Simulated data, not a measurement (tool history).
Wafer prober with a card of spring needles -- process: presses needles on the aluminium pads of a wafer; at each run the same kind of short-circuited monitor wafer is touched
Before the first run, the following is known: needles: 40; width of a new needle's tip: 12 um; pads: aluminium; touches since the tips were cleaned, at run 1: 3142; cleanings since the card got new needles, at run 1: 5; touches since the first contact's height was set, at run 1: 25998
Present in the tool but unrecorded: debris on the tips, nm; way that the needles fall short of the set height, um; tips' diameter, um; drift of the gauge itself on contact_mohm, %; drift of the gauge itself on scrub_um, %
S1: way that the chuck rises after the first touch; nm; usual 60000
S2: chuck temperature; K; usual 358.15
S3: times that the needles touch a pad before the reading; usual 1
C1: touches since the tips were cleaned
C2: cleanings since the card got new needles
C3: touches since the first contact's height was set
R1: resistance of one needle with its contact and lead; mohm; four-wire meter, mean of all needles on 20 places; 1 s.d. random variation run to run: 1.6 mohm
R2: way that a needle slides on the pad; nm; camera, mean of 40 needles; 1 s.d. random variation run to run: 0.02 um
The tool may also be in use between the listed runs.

| run | hour | S1 | S2 | S3 | C1 | C2 | C3 | R1 | R2 |
|---|---|---|---|---|---|---|---|---|---|
| 1 | 0.0 | 60000 | 358.15 | 1 | 3142 | 5 | 25998 | 196 | 8190 |
|  | 5.2 | tips cleaned on abrasive film |
| 2 | 11.8 | 60000 | 358.15 | 1 | 2111 | 6 | 29751 | 193 | 8170 |
| 3 | 18.8 | 60000 | 358.15 | 1 | 4354 | 6 | 31994 | 215 | 8160 |
|  | 19.6 | tips cleaned on abrasive film |
| 4 | 30.9 | 60000 | 358.15 | 1 | 3607 | 7 | 35834 | 211 | 8180 |
|  | 34.4 | tips cleaned on abrasive film |
| 5 | 39.1 | 60000 | 358.15 | 1 | 1476 | 8 | 38410 | 184 | 8120 |
| 6 | 47.7 | 60000 | 358.15 | 1 | 4258 | 8 | 41192 | 218 | 8140 |
|  | 49.2 | tips cleaned on abrasive film |
| 7 | 55.0 | 60000 | 358.15 | 1 | 1875 | 9 | 43487 | 191 | 8100 |
| 8 | 62.5 | 60000 | 358.15 | 1 | 4274 | 9 | 45886 | 217 | 8090 |
|  | 64.6 | tips cleaned on abrasive film |
| 9 | 71.8 | 60000 | 358.15 | 1 | 2308 | 10 | 48830 | 195 | 8100 |
|  | 79.6 | tips cleaned on abrasive film |
| 10 | 81.7 | 60000 | 358.15 | 1 | 651 | 11 | 51962 | 177 | 8040 |
|  | 93.8 | tips cleaned on abrasive film |
| 11 | 95.5 | 60000 | 358.15 | 1 | 535 | 12 | 56354 | 172 | 8080 |
| 12 | 104.2 | 60000 | 358.15 | 1 | 3318 | 12 | 59137 | 211 | 8070 |
|  | 108.6 | tips cleaned on abrasive film |
| 13 | 113.6 | 60000 | 358.15 | 1 | 1619 | 13 | 62126 | 184 | 8030 |
|  | 122.9 | tips cleaned on abrasive film |
| 14 | 129.6 | 70000 | 358.15 | 1 | 2134 | 14 | 67204 | 183 | 9410 |
|  | 137.3 | tips cleaned on abrasive film |
| 15 | 146.3 | 70000 | 358.15 | 1 | 2852 | 15 | 72517 | 187 | 9400 |
|  | 151.6 | tips cleaned on abrasive film |
| 16 | 156.4 | 70000 | 358.15 | 1 | 1557 | 16 | 75748 | 179 | 9360 |
|  | 165.8 | tips cleaned on abrasive film |
| 17 | 170.3 | 61000 | 358.15 | 1 | 1456 | 17 | 80153 | 184 | 8100 |
|  | 180.5 | tips cleaned on abrasive film |
| 18 | 181.0 | 80000 | 358.15 | 1 | 174 | 18 | 83550 | 157 | 10720 |
| 19 | 188.1 | 60000 | 358.15 | 1 | 2446 | 18 | 85822 | 207 | 7970 |
|  | 194.9 | tips cleaned on abrasive film |
| 20 | 197.8 | 60000 | 358.15 | 1 | 953 | 19 | 88909 | 182 | 7950 |
|  | 210.0 | tips cleaned on abrasive film |
| 21 | 212.5 | 60000 | 358.15 | 1 | 812 | 20 | 93573 | 179 | 7920 |
|  | 224.5 | tips cleaned on abrasive film |
| 22 | 227.0 | 60000 | 358.15 | 1 | 792 | 21 | 98176 | 183 | 7890 |
| 23 | 237.4 | 77000 | 347.15 | 2 | 4137 | 21 | 101521 | 177 | 10240 |
|  | 239.6 | tips cleaned on abrasive film |
| 24 | 247.6 | 60000 | 358.15 | 2 | 2581 | 22 | 104756 | 189 | 7870 |
|  | 254.7 | tips cleaned on abrasive film |
| 25 | 261.1 | 60000 | 358.15 | 2 | 2061 | 23 | 109055 | 185 | 7880 |
|  | 269.7 | tips cleaned on abrasive film |
| 26 | 272.8 | 60000 | 358.15 | 2 | 979 | 24 | 112749 | 172 | 7830 |
|  | 275.1 | height of the first contact set anew |
|  | 284.2 | tips cleaned on abrasive film |
| 27 | 286.3 | 60000 | 358.15 | 2 | 659 | 25 | 3559 | 167 | 8260 |
|  | 299.5 | tips cleaned on abrasive film |
| 28 | 301.4 | 60000 | 358.15 | 2 | 610 | 26 | 8380 | 167 | 8190 |
| 29 | 309.1 | 54000 | 359.15 | 2 | 3072 | 26 | 10842 | 196 | 7420 |
|  | 314.3 | tips cleaned on abrasive film |
| 30 | 316.5 | 54000 | 359.15 | 2 | 713 | 27 | 13171 | 173 | 7400 |
|  | 329.1 | tips cleaned on abrasive film |
| 31 | 329.1 | 74000 | 359.15 | 2 | 0 | 28 | 17174 | 158 | 10100 |
| 32 | 337.5 | 74000 | 359.15 | 2 | 2705 | 28 | 19879 | 174 | 10070 |
|  | 344.1 | tips cleaned on abrasive film |
| 33 | 350.3 | 72000 | 397.15 | 1 | 1985 | 29 | 23931 | 184 | 9840 |
|  | 359.1 | tips cleaned on abrasive film |
| 34 | 363.7 | 72000 | 397.15 | 1 | 1460 | 30 | 28194 | 180 | 9830 |
|  | 373.3 | tips cleaned on abrasive film |
| 35 | 375.3 | 72000 | 325.15 | 3 | 644 | 31 | 31884 | 154 | 9810 |

Branching from run 35: 3 alternative next runs. What would each branch give?
| A | 385.5 | 41000 | 311.15 | 2 | 3905 | 31 | 35145 | ? | ? |
| B | 385.5 | 60000 | 397.15 | 2 | 3905 | 31 | 35145 | ? | ? |
| C | 385.5 | 61000 | 305.15 | 1 | 3905 | 31 | 35145 | ? | ? |

| run | R1 | R2 |
|---|---|---|
| A | 239 | 5560 |
| B | 201 | 8130 |
| C | 213 | 8280 |
What these runs would have given with no unlogged condition in the tool:
| run | R1 | R2 |
|---|---|---|
| A | 155 | 5680 |
| B | 163 | 8250 |
| C | 145 | 8400 |
